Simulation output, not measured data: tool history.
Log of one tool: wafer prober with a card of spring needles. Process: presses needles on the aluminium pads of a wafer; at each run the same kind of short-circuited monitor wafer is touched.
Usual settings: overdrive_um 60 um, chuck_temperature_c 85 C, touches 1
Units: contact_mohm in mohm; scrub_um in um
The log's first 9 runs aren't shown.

run   hour  overdrive_um  chuck_temperature_c  touches  contact_mohm  scrub_um
 10   81.5            60                   85        1           290     15.73
      87.7  -- tips cleaned on abrasive film, once more
 11     94            60                   85        1           248     15.67
 12  102.4            60                   85        1           280     15.75
 13  112.7            67                   85        1           270     17.56
 14  120.5            67                   85        1           278     17.57
     126.7  -- tips cleaned on abrasive film
 15  130.3            40                   85        1           280     10.44
 16  136.1            40                   85        1           327      10.4
 17  147.9            75                   85        2           239     19.69
 18  153.5            75                   85        2           237     19.65
 19  163.2            75                  122        3           237     19.75
     165.8  -- tips cleaned on abrasive film
 20  172.1            47                   53        1           283     12.28
 21  183.1            44                   47        2           286      11.5
 22  192.1            60                   49        1           283     15.68
 23  204.6            60                   85        1           296     15.77
     205.8  -- tips cleaned on abrasive film
 24  210.6            60                   85        1           252     15.66
 25    222            42                   43        1           351      10.9
 26  232.3            44                   35        1           357     11.44
 27  238.3            60                   36        2           254     15.66
     244.9  -- tips cleaned on abrasive film
 28    245            57                   36        2           204     14.83
 29  253.9            60                   85        2           242     15.63
 30  263.4            41                   90        2           312     10.54
 31  270.2            41                   90        2           316     10.62

4 ways to go on from here, each from the tool as it stands after run 31. What would each give?
  A   280            41                   90        1             ?         ?
  B   280            74                   90        2             ?         ?
  C   280            44                   90        2             ?         ?
  D   280            41                   90        2             ?         ?

run  contact_mohm  scrub_um
  A           380      10.6
  B           242     19.33
  C           308     11.41
  D           318     10.64
Without the tool's hidden state the same runs would have given:
run  contact_mohm  scrub_um
  A           216     10.81
  B           208     19.55
  C           220     11.62
  D           219     10.85
